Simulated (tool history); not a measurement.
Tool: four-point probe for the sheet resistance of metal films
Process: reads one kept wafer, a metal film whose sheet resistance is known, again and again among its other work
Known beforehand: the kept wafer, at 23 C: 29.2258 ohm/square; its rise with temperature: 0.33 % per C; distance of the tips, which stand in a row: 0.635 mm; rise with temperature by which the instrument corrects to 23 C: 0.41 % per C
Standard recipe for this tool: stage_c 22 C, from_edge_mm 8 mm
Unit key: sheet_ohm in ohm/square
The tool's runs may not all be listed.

| run | hour | stage_c | from_edge_mm | sheet_ohm |
|---|---|---|---|---|
| 1 | 0.0 | 22 | 8 | 29.410579 |
| 2 | 7.1 | 22 | 8 | 29.404492 |
| 3 | 19.6 | 22 | 8 | 29.396030 |
| 4 | 28.5 | 22 | 8 | 29.413181 |
| 5 | 44.4 | 22 | 8 | 29.402804 |
| 6 | 53.9 | 22 | 8 | 29.409067 |
| 7 | 61.7 | 22 | 8 | 29.403331 |
| 8 | 70.5 | 22 | 8 | 29.406719 |
| 9 | 86.7 | 22 | 8 | 29.404176 |
| 10 | 94.8 | 22 | 8 | 29.405726 |
| 11 | 108.3 | 22 | 8 | 29.405112 |
| 12 | 118.8 | 22 | 8 | 29.396340 |
| 13 | 129.5 | 22 | 8 | 29.416690 |
| 14 | 137.9 | 22 | 8 | 29.399243 |
| 15 | 145.9 | 26 | 8 | 29.301145 |
| 16 | 155.9 | 26 | 8 | 29.303207 |
| 17 | 164.7 | 26 | 8 | 29.307623 |
| 18 | 178.1 | 31 | 35 | 29.100937 |
| 19 | 186.1 | 31 | 35 | 29.094477 |
| 20 | 195.3 | 18 | 30 | 29.411582 |
| 21 | 204.9 | 27 | 14 | 29.208203 |
| 22 | 214.0 | 23 | 60 | 29.291865 |
| 23 | 227.4 | 23 | 60 | 29.288233 |
| 24 | 241.5 | 23 | 60 | 29.283351 |
| 25 | 257.9 | 19 | 36 | 29.382113 |
| 26 | 269.1 | 19 | 36 | 29.385320 |
| 27 | 277.4 | 21 | 6 | 29.509267 |
| 28 | 287.2 | 21 | 6 | 29.503506 |
| 29 | 294.6 | 30 | 56 | 29.122937 |

Consider 5 possible next runs. They are alternatives, not a sequence: every one starts from the tool as it was left by run 29. What does each give?
| A | 303.4 | 23 | 8 | ? |
| B | 303.4 | 28 | 56 | ? |
| C | 303.4 | 30 | 43 | ? |
| D | 303.4 | 19 | 35 | ? |
| E | 303.4 | 19 | 4 | ? |

| run | sheet_ohm |
|---|---|
| A | 29.375677 |
| B | 29.172141 |
| C | 29.118496 |
| D | 29.394097 |
| E | 29.777534 |
The same runs, with their run-to-run variation unchanged, on a tool lacking any hidden condition would have given:
| run | sheet_ohm |
|---|---|
| A | 29.318074 |
| B | 29.114433 |
| C | 29.060707 |
| D | 29.336837 |
| E | 29.719619 |
